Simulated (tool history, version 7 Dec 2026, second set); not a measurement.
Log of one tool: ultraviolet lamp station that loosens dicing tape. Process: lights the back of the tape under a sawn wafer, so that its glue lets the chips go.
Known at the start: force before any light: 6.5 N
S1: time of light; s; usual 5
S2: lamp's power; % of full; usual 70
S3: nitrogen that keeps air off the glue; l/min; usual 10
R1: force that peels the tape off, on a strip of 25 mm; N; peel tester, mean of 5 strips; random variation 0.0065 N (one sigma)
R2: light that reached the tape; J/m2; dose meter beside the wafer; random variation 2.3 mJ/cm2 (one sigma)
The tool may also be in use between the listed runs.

run   hour  S1  S2  S3     R1    R2
  1      0   5  70  10  0.316  1930
  2    7.9   5  70  10  0.234  2140
  3   18.2   5  70  10  0.231  2090
  4   24.6   4  70  10  0.421  1700
  5   30.4   4  70  10   0.43  1690
  6   39.4   4  70  10  0.427  1680
  7   45.9   2  70  10   1.68   850
  8   54.9   2  70  10  1.568   830
  9     63   2  70  10  1.576   850
 10   73.5   2  97  10  0.981  1170
 11   83.6   2  97  10  0.946  1170
 12   90.3   5  70   4  0.576  2100
 13  101.9   5  70   4  0.566  2090
 14  113.3   4  70  11  0.413  1650
 15  122.6   5  82   6  0.279  2390
 16  129.6   5  82   7  0.244  2400
 17  138.4   5  68  10  0.272  1990
 18  146.3   5  77  19  0.124  2270

Not shown: 1 entry that the log had between the listed runs. Between which runs, and how does the tool's hidden state differ before and after?
Between runs 1 and 2: window cleaned of glue's vapour (hour 4.1)
  lamp's light, % of a new lamp's: 95.1 -> 95; light that the window lets through, % of a clean one's: 90.5 -> 99.9
  measured less the result without the state, R1: +0.105 -> +0.03 N; R2: -310 -> -110 J/m2

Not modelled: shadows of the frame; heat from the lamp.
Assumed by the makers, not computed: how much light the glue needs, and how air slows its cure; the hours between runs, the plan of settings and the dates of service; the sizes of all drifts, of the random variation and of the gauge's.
